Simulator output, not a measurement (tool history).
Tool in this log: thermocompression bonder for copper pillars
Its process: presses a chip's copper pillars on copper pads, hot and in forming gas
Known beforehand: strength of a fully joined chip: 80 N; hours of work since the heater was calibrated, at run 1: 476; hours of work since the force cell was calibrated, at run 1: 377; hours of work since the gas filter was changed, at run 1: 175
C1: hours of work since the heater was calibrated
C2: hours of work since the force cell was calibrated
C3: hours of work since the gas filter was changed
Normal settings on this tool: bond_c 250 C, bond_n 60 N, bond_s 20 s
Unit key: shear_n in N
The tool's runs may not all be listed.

Run 1, day 0.000: usual settings; C1 476; C2 377; C3 175. Result: shear_n 50.2 N.
Run 2, day 0.492: usual settings; C1 484; C2 385; C3 182. Result: shear_n 49.2 N.
Run 3, day 0.842: usual settings; C1 489; C2 390; C3 188. Result: shear_n 49.0 N.
Run 4, day 1.625: usual settings; C1 501; C2 402; C3 199. Result: shear_n 50.7 N.
Run 5, day 2.196: usual settings but bond_n 64 N; C1 509; C2 410; C3 208. Result: shear_n 52.9 N.
Run 6, day 2.825: usual settings but bond_n 64 N; C1 519; C2 420; C3 217. Result: shear_n 53.2 N.
Run 7, day 3.496: usual settings but bond_n 64 N; C1 529; C2 430; C3 228. Result: shear_n 52.0 N.
Run 8, day 4.188: usual settings but bond_n 82 N; C1 539; C2 440; C3 238. Result: shear_n 58.7 N.
Run 9, day 4.675: usual settings but bond_s 39 s; C1 546; C2 448; C3 245. Result: shear_n 60.0 N.
Run 10, day 5.038: usual settings but bond_s 39 s; C1 552; C2 453; C3 251. Result: shear_n 60.3 N.
Run 11, day 5.858: usual settings but bond_s 46 s; C1 564; C2 465; C3 263. Result: shear_n 61.7 N.
Run 12, day 6.483: usual settings but bond_s 46 s; C1 574; C2 475; C3 273. Result: shear_n 61.5 N.
Run 13, day 7.104: usual settings but bond_c 273 C; C1 583; C2 484; C3 282. Result: shear_n 63.7 N.
Run 14, day 7.854: usual settings but bond_c 273 C, bond_n 40 N; C1 594; C2 496; C3 293. Result: shear_n 52.4 N.
At day 8.333: heater calibrated with a thermocouple chip.
Run 15, day 8.796: usual settings but bond_c 273 C, bond_n 40 N; C1 7; C2 508; C3 306. Result: shear_n 50.2 N.
Run 16, day 9.625: usual settings but bond_s 53 s; C1 19; C2 521; C3 319. Result: shear_n 60.5 N.
Run 17, day 10.175: usual settings but bond_c 223 C, bond_s 38 s; C1 28; C2 529; C3 327. Result: shear_n 38.6 N.
Run 18, day 10.738: usual settings but bond_c 223 C, bond_s 38 s; C1 36; C2 538; C3 335. Result: shear_n 38.6 N.
Run 19, day 11.504: usual settings but bond_n 37 N, bond_s 13 s; C1 48; C2 549; C3 347. Result: shear_n 29.5 N.
Run 20, day 12.379: usual settings but bond_c 236 C, bond_n 85 N, bond_s 56 s; C1 61; C2 562; C3 360. Result: shear_n 61.5 N.
Run 21, day 12.946: usual settings but bond_c 279 C, bond_s 43 s; C1 69; C2 571; C3 368. Result: shear_n 71.5 N.
At day 13.233: forming gas filter changed.
Run 22, day 13.758: usual settings but bond_c 279 C, bond_s 43 s; C1 81; C2 583; C3 8. Result: shear_n 72.3 N.

Across each entry between runs, compare the hidden state at the last listed run before it with the hidden state at the first listed run after it:
Between runs 14 and 15: heater calibrated with a thermocouple chip (day 8.333)
  true temperature of the bond over the reading, C: 4.8 -> -0.6; force that reaches the chip, % of what is set: 103.7 -> 103.8; oxide that the forming gas leaves, % of the face: 3.28 -> 3.39
  measured minus no-state result, shear_n: +2.2 -> -0.8 N
Between runs 21 and 22: forming gas filter changed (day 13.233)
  true temperature of the bond over the reading, C: 0 -> 0.1; oxide that the forming gas leaves, % of the face: 3.92 -> 0.6
  measured minus no-state result, shear_n: -1.9 -> +0.6 N
